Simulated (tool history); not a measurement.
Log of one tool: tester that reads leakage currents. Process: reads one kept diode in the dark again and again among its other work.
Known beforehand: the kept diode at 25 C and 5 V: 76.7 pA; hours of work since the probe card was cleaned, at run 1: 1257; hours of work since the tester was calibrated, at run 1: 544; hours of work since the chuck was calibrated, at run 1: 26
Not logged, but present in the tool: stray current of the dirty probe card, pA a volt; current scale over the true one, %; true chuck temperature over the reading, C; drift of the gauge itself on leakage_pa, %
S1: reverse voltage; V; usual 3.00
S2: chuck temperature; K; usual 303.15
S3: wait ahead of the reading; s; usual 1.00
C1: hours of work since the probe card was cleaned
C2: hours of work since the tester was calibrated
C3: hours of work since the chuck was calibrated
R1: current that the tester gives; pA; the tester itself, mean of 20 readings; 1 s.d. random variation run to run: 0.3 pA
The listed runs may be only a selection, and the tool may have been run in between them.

run	hour	S1	S2	S3	C1	C2	C3	R1
1	0.0	3.00	303.15	1.00	1257	544	26	97.57
2	33.5	3.00	303.15	1.00	1274	561	43	97.72
3	59.1	3.00	322.15	1.00	1287	574	56	402.60
4	82.5	3.00	303.15	1.00	1299	586	68	98.33
5	104.9	3.00	314.15	1.00	1310	598	79	225.36
6	156.8	19.23	303.15	1.00	1337	624	106	177.31
7	203.3	19.23	303.15	1.00	1360	648	129	177.48
8	239.3	3.00	303.15	1.00	1379	666	148	97.79
9	264.6	4.59	303.15	1.00	1392	679	160	111.35
10	310.7	4.59	303.15	1.00	1415	702	184	112.15
11	341.3	17.27	303.15	1.00	1431	718	200	171.84
12	393.1	8.39	304.15	1.22	1457	744	226	146.76
13	440.3	5.09	326.15	1.00	1481	768	250	633.12
14	480.7	5.09	326.15	1.00	1502	789	271	635.01
15	526.2	12.15	295.15	0.48	1525	812	294	81.04
16	564.1	12.15	295.15	0.48	1544	832	313	80.88
17	590.9	10.18	308.15	2.51	1558	845	327	212.69
18	620.1	10.18	308.15	2.51	1573	860	342	211.87
19	662.0	10.18	308.15	2.51	1594	881	363	213.62
20	684.6	3.00	311.15	1.05	1606	893	374	182.08
21	724.8	3.00	328.15	1.05	1626	913	395	610.93

What if the next run were any one of these 3? Each begins from the tool's condition after run 21:
A	752.8	3.00	303.15	7.69	1640	928	409	?
B	752.8	12.62	312.15	0.99	1640	928	409	?
C	752.8	3.99	298.15	2.43	1640	928	409	?

run	R1
A	97.48
B	308.15
C	71.33
Take away the tool's hidden state, keep each run's random variation, and the runs would have read:
run	R1
A	97.46
B	308.02
C	71.28
